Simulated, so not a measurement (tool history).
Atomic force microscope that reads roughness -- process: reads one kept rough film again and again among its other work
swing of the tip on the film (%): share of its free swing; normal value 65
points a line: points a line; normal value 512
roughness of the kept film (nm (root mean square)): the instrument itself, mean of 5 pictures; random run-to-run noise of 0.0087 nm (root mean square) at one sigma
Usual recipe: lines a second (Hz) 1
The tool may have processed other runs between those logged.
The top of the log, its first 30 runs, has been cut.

run,day,lines a second (Hz),swing of the tip on the film (%),points a line,roughness of the kept film (nm (root mean square))
31,46.017,2.86,84,512,1.783
32,48.038,2.86,84,512,1.776
33,49.179,2.86,84,512,1.786
# day 49.408: new tip fitted
34,50.775,2.86,71,358,1.84
35,51.783,2.86,71,358,1.827
36,53.604,2.86,71,358,1.834
37,54.683,0.77,64,512,1.909
38,55.521,2.89,86,308,1.729
39,56.996,1.03,65,339,1.901
40,58.562,0.83,72,270,1.871
# day 59.308: new tip fitted
41,59.683,1.5,62,950,1.921
42,61.4,1.5,62,950,1.933
43,63.25,1.5,62,950,1.922
44,64.929,1.5,62,950,1.934
45,66.508,1.17,67,376,1.885
46,68.483,1,88,452,1.848
# day 69.258: new tip fitted
47,70.104,1,88,452,1.859
48,71.825,1,88,452,1.853
49,73.504,1,88,452,1.86
50,74.792,1,88,452,1.859
51,76.796,0.66,65,512,1.925

Here are 4 independent what-if runs from the current tool condition. What would each one return?
A,78.171,1.37,63,743,?
B,78.171,1.51,71,512,?
C,78.171,0.66,73,668,?
D,78.171,0.66,71,512,?

run,roughness of the kept film (nm (root mean square))
A,1.912
B,1.884
C,1.926
D,1.919
What these runs would have given with no unlogged condition in the tool:
run,roughness of the kept film (nm (root mean square))
A,1.917
B,1.888
C,1.93
D,1.924
